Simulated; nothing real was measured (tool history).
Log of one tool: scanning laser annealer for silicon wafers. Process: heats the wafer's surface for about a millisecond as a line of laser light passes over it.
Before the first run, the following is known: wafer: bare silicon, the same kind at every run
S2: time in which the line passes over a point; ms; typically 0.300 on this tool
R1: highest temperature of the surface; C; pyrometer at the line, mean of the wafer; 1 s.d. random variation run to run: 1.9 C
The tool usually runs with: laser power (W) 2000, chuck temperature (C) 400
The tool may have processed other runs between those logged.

Run 1, day 0.000: usual settings. Result: R1 1112 C.
Run 2, day 1.004: usual settings but S2 0.213 ms. Result: R1 1003 C.
Run 3, day 1.692: usual settings but S2 0.327 ms. Result: R1 1137 C.
Run 4, day 2.738: usual settings but S2 0.327 ms. Result: R1 1138 C.
Run 5, day 3.429: usual settings but laser power (W) 1941. Result: R1 1080 C.
Run 6, day 4.096: usual settings. Result: R1 1105 C.
Run 7, day 4.762: usual settings but laser power (W) 2044. Result: R1 1126 C.
Run 8, day 5.558: usual settings but S2 0.234 ms. Result: R1 1027 C.
Run 9, day 6.296: usual settings but S2 0.263 ms. Result: R1 1063 C.
At day 6.908: window over the wafer cleaned.
Run 10, day 7.488: usual settings but S2 0.239 ms. Result: R1 1057 C.
Run 11, day 8.821: usual settings but S2 0.255 ms. Result: R1 1079 C.
Run 12, day 10.104: usual settings but S2 0.255 ms. Result: R1 1078 C.
Run 13, day 11.225: usual settings but S2 0.255 ms, chuck temperature (C) 414. Result: R1 1086 C.
Run 14, day 12.479: usual settings but S2 0.255 ms, chuck temperature (C) 414. Result: R1 1088 C.
Run 15, day 13.304: usual settings. Result: R1 1127 C.
Run 16, day 14.758: usual settings. Result: R1 1124 C.
Run 17, day 15.862: usual settings but S2 0.302 ms. Result: R1 1128 C.
Run 18, day 16.658: usual settings but S2 0.228 ms. Result: R1 1033 C.
Run 19, day 17.425: usual settings but S2 0.228 ms. Result: R1 1037 C.
Run 20, day 18.771: usual settings but laser power (W) 1720, S2 0.334 ms, chuck temperature (C) 418. Result: R1 1062 C.
Run 21, day 20.158: usual settings but laser power (W) 1726, S2 0.334 ms, chuck temperature (C) 419. Result: R1 1065 C.
Run 22, day 21.575: usual settings but laser power (W) 1797, S2 0.215 ms, chuck temperature (C) 402. Result: R1 945 C.
Run 23, day 22.233: usual settings but laser power (W) 2064, S2 0.215 ms, chuck temperature (C) 411. Result: R1 1049 C.
Run 24, day 23.329: usual settings but laser power (W) 2035, S2 0.272 ms. Result: R1 1100 C.
Run 25, day 23.975: usual settings but laser power (W) 2041, S2 0.221 ms. Result: R1 1037 C.
Run 26, day 24.650: usual settings but laser power (W) 2041, S2 0.221 ms. Result: R1 1036 C.
Run 27, day 26.012: usual settings but S2 0.221 ms. Result: R1 1016 C.
Run 28, day 27.412: usual settings but S2 0.221 ms. Result: R1 1019 C.
Run 29, day 28.004: usual settings but S2 0.221 ms. Result: R1 1015 C.
Run 30, day 28.946: usual settings but S2 0.221 ms. Result: R1 1015 C.
Run 31, day 29.808: usual settings but laser power (W) 2028, S2 0.221 ms. Result: R1 1025 C.
Run 32, day 31.217: usual settings but chuck temperature (C) 368. Result: R1 1078 C.
Run 33, day 32.079: usual settings but laser power (W) 1998, S2 0.264 ms, chuck temperature (C) 406. Result: R1 1075 C.
Run 34, day 33.354: usual settings but S2 0.252 ms, chuck temperature (C) 421. Result: R1 1074 C.
Run 35, day 33.983: usual settings but laser power (W) 2037, S2 0.238 ms, chuck temperature (C) 425. Result: R1 1074 C.

A few steps of R1 between consecutive runs. Split each: what settings, incoming material and random variation would produce without the hidden state, and what is left over for the hidden state, along with gauge scatter present in only one of the two compared results (measured, and without hidden state):
Hidden state at play: light that passes the window, % of a clean one's; laser's true power over the reading, %; width of the line over the set one, %; drift of the gauge itself on peak_c, C.
Run 1 -> 2: S2 0.300 -> 0.213. R1 -109 C: hidden state +4, all else -113.
Run 2 -> 3: S2 0.213 -> 0.327. R1 +134 C: hidden state -6, all else +140.
Run 9 -> 10: S2 0.263 -> 0.239, window over the wafer cleaned. R1 -6 C: hidden state +25, all else -31.
Run 21 -> 22: laser power (W) 1726 -> 1797, S2 0.334 -> 0.215, chuck temperature (C) 419 -> 402. R1 -120 C: hidden state +2, all else -122.
Run 31 -> 32: laser power (W) 2028 -> 2000, S2 0.221 -> 0.300, chuck temperature (C) 400 -> 368. R1 +53 C: hidden state -5, all else +58.
